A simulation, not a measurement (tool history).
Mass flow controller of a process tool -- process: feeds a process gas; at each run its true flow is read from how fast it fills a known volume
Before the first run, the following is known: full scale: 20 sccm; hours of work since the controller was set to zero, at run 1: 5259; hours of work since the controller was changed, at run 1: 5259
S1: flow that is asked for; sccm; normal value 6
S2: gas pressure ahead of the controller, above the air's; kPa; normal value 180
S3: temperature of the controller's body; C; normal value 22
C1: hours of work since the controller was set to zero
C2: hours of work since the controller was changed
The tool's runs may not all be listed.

{"run": 1, "hour": 0.0, "S1": 6, "S2": 180, "S3": 22, "C1": 5259, "C2": 5259, "true flow (%)": 104.23}
{"run": 2, "hour": 78.0, "S1": 6, "S2": 180, "S3": 22, "C1": 5304, "C2": 5304, "true flow (%)": 104.27}
{"run": 3, "hour": 212.5, "S1": 6, "S2": 180, "S3": 22, "C1": 5381, "C2": 5381, "true flow (%)": 104.2}
{"run": 4, "hour": 303.8, "S1": 6, "S2": 180, "S3": 22, "C1": 5434, "C2": 5434, "true flow (%)": 104.49}
{"run": 5, "hour": 362.7, "S1": 6, "S2": 180, "S3": 22, "C1": 5467, "C2": 5467, "true flow (%)": 104.39}
{"run": 6, "hour": 499.8, "S1": 6, "S2": 180, "S3": 22, "C1": 5546, "C2": 5546, "true flow (%)": 104.46}
{"run": 7, "hour": 564.7, "S1": 6, "S2": 180, "S3": 22, "C1": 5583, "C2": 5583, "true flow (%)": 104.56}
{"run": 8, "hour": 679.9, "S1": 6, "S2": 180, "S3": 22, "C1": 5649, "C2": 5649, "true flow (%)": 104.59}
{"hour": 725.0, "done": "controller exchanged for a calibrated one"}
{"run": 9, "hour": 790.8, "S1": 6, "S2": 180, "S3": 22, "C1": 38, "C2": 38, "true flow (%)": 98.58}
{"run": 10, "hour": 853.4, "S1": 6, "S2": 180, "S3": 22, "C1": 74, "C2": 74, "true flow (%)": 98.56}
{"run": 11, "hour": 973.8, "S1": 6, "S2": 180, "S3": 22, "C1": 143, "C2": 143, "true flow (%)": 98.63}

Had the tool no unlogged condition, and each run kept its random variation, what would the results have been?
What the log doesn't record here: flow at rest that the sensor doesn't see, % of full scale; true flow over the shown one, %; drift of the gauge itself on true_pct, %.
run=1 true_flow_(%)=98.37
run=2 true_flow_(%)=98.37
run=3 true_flow_(%)=98.22
run=4 true_flow_(%)=98.45
run=5 true_flow_(%)=98.32
run=6 true_flow_(%)=98.31
run=7 true_flow_(%)=98.37
run=8 true_flow_(%)=98.33
run=9 true_flow_(%)=98.47
run=10 true_flow_(%)=98.41
run=11 true_flow_(%)=98.40

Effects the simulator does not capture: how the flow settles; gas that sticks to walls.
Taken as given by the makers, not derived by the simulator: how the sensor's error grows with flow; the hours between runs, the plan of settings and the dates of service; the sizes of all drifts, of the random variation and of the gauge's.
